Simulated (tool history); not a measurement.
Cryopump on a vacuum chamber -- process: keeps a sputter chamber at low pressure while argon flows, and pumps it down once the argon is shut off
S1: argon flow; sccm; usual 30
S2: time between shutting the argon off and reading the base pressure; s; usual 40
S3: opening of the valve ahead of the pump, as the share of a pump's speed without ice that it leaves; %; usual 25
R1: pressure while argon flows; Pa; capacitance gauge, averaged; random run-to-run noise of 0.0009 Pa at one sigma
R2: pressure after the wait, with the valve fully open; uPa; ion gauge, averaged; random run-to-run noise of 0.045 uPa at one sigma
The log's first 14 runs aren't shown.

run	hour	S1	S2	S3	R1	R2
15	558.6	30	40	22	0.2198	2.88
16	614.0	30	40	22	0.2224	3.00
17	648.2	30	40	17	0.2859	3.00
18	672.7	30	63	25	0.1966	2.09
19	723.3	30	40	58	0.0910	3.01
20	753.5	30	40	59	0.0913	3.06
21	780.8	30	40	59	0.0917	2.98
22	817.7	30	40	34	0.1499	3.06
23	841.1	42	25	25	0.2803	4.47
24	888.5	16	102	26	0.1035	1.63
25	934.6	16	102	26	0.1041	1.64
26	986.9	16	102	26	0.1034	1.78
27	1028.4	37	40	25	0.2510	3.17
28	1065.6	45	37	30	0.2583	3.48
29	1101.6	14	40	46	0.0553	3.19
30	1145.5	16	114	31	0.0913	1.73
31	1171.7	16	114	31	0.0897	1.75
32	1226.3	30	39	26	0.1982	3.35
33	1259.9	30	39	26	0.2014	3.45
34	1304.6	22	41	34	0.1170	3.23

Branching from run 34: 4 alternative next runs. What would each branch give?
# hour 1326.0: pump warmed up, emptied and cooled again
A	1363.9	30	40	16	?	?
# hour 1326.0: pump warmed up, emptied and cooled again
B	1363.9	22	41	16	?	?
# hour 1326.0: pump warmed up, emptied and cooled again
C	1363.9	22	59	20	?	?
# hour 1326.0: pump warmed up, emptied and cooled again
D	1363.9	28	239	23	?	?

run	R1	R2
A	0.2960	3.19
B	0.2155	3.08
C	0.1716	2.37
D	0.1911	1.08
Without the tool's hidden state the same runs would have given:
run	R1	R2
A	0.2951	2.74
B	0.2148	2.63
C	0.1709	1.92
D	0.1903	0.66
